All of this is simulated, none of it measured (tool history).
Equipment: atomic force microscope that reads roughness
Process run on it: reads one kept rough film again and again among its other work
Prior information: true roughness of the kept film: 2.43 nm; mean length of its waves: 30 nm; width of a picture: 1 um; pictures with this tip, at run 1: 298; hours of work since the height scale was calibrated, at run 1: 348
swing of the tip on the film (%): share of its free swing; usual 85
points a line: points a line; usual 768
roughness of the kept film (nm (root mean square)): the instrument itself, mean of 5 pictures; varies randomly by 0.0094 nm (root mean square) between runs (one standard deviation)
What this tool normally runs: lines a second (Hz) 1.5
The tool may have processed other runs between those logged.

run   hour  lines a second (Hz)  swing of the tip on the film (%)  points a line  pictures with this tip  hours of work since the height scale was calibrated  roughness of the kept film (nm (root mean square))
  1      0                  1.5                                85            768                     298                                                  348                                                1.88
  2   39.4                  1.5                                85            768                     336                                                  365                                               1.889
      86.1  -- new tip fitted
  3  100.9                 1.79                                85            768                      14                                                  392                                               2.086
  4  152.1                  1.5                                85            768                      64                                                  414                                               2.084
  5  183.5                  1.5                                85            768                      95                                                  427                                               2.044
  6  246.6                  1.5                                85            768                     157                                                  455                                               2.011
  7  288.6                  1.5                                85            768                     198                                                  473                                                1.99
  8  344.6                  1.5                                85            768                     253                                                  497                                               1.935
  9  379.8                  1.5                                56            768                     287                                                  512                                               2.047
 10  428.5                  1.5                                56            768                     335                                                  533                                               1.997
 11  456.3                  1.5                                56            768                     362                                                  545                                               1.985
     478.2  -- new tip fitted
 12  495.9                  1.1                                61            768                      17                                                  562                                               2.217
 13  553.2                 1.74                                80            768                      73                                                  587                                               2.071
 14  580.1                 1.74                                80            768                      99                                                  599                                               2.065
 15  640.3                 1.74                                80            768                     158                                                  625                                               2.009
 16  676.5                  3.5                                64            768                     194                                                  640                                               2.012

Forecast run 17:
 17  719.5                  3.5                                64            768                     236                                                  659                                                   ?

roughness of the kept film (nm (root mean square)): 1.988
Had the tool carried no hidden state, the very same run would have given roughness of the kept film (nm (root mean square)) 2.152.
